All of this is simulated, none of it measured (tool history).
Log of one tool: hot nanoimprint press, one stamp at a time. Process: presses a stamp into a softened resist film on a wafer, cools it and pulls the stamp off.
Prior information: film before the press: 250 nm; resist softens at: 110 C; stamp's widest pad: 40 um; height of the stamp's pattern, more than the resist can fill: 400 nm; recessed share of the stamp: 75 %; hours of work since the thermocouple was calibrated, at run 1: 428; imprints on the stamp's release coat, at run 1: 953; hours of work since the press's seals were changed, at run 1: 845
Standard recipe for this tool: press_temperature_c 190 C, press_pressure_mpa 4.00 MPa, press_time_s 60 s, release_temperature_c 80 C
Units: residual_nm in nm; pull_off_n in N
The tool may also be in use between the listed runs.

run,hour,press_temperature_c,press_pressure_mpa,press_time_s,release_temperature_c,hours of work since the thermocouple was calibrated,imprints on the stamp's release coat,hours of work since the press's seals were changed,residual_nm,pull_off_n
1,0.0,190,4.00,60,80,428,953,845,114.2,186
# hour 50.4: plate thermocouple calibrated
2,57.3,190,4.00,60,78,4,1060,875,113.8,186
# hour 77.7: stamp cleaned and given a new release coat
3,144.4,190,4.00,60,78,49,131,921,112.5,186
4,218.2,190,4.00,60,82,90,277,962,113.4,182
5,274.3,190,4.00,60,82,122,387,993,112.9,182
6,329.8,190,4.00,94,80,152,496,1024,98.0,179
7,370.8,190,4.00,94,80,175,577,1047,97.2,179
# hour 409.8: press's hydraulic seals changed and the load cell set to zero
8,433.3,190,4.00,60,80,206,684,13,113.8,193
9,509.8,190,4.00,60,80,248,834,56,115.4,187
10,552.0,190,3.07,60,80,272,917,79,129.6,187
11,592.3,190,3.07,60,80,294,996,102,129.2,191
# hour 642.7: stamp cleaned and given a new release coat
12,643.3,196,2.60,107,76,320,1,127,99.2,197
13,699.6,196,2.60,107,76,351,111,158,102.0,187
14,782.2,196,2.60,107,76,397,274,204,100.4,202
15,856.4,196,2.60,77,87,438,420,246,113.3,174
# hour 891.2: plate thermocouple calibrated
16,893.0,187,2.60,77,74,1,486,264,137.7,198
17,935.6,197,5.14,50,78,25,569,288,91.0,194
18,1003.1,197,4.00,95,80,62,702,326,81.4,185
19,1079.8,190,4.00,44,71,105,853,369,127.3,191
20,1124.1,184,3.63,111,72,130,940,393,113.7,201
21,1187.6,180,2.92,95,77,165,1065,429,144.6,187

Across each entry between runs, compare the hidden state at the last listed run before it with the hidden state at the first listed run after it:
Logged between run 1 and run 2: plate thermocouple calibrated (hour 50.4)
  true temperature over the reading, C: -0.03 -> 0
Logged between run 2 and run 3: stamp cleaned and given a new release coat (hour 77.7)
  pressure that arrives at the usual setting, %: 99.82 -> 99.81; grip of the stamp's worn release coat, % over a new coat's: 0.5 -> 0.1
Logged between run 7 and run 8: press's hydraulic seals changed and the load cell set to zero (hour 409.8)
  pressure that arrives at the usual setting, %: 99.78 -> 100
Logged between run 11 and run 12: stamp cleaned and given a new release coat (hour 642.7)
  grip of the stamp's worn release coat, % over a new coat's: 0.5 -> 0
Logged between run 15 and run 16: plate thermocouple calibrated (hour 891.2)
  true temperature over the reading, C: -0.03 -> 0.01
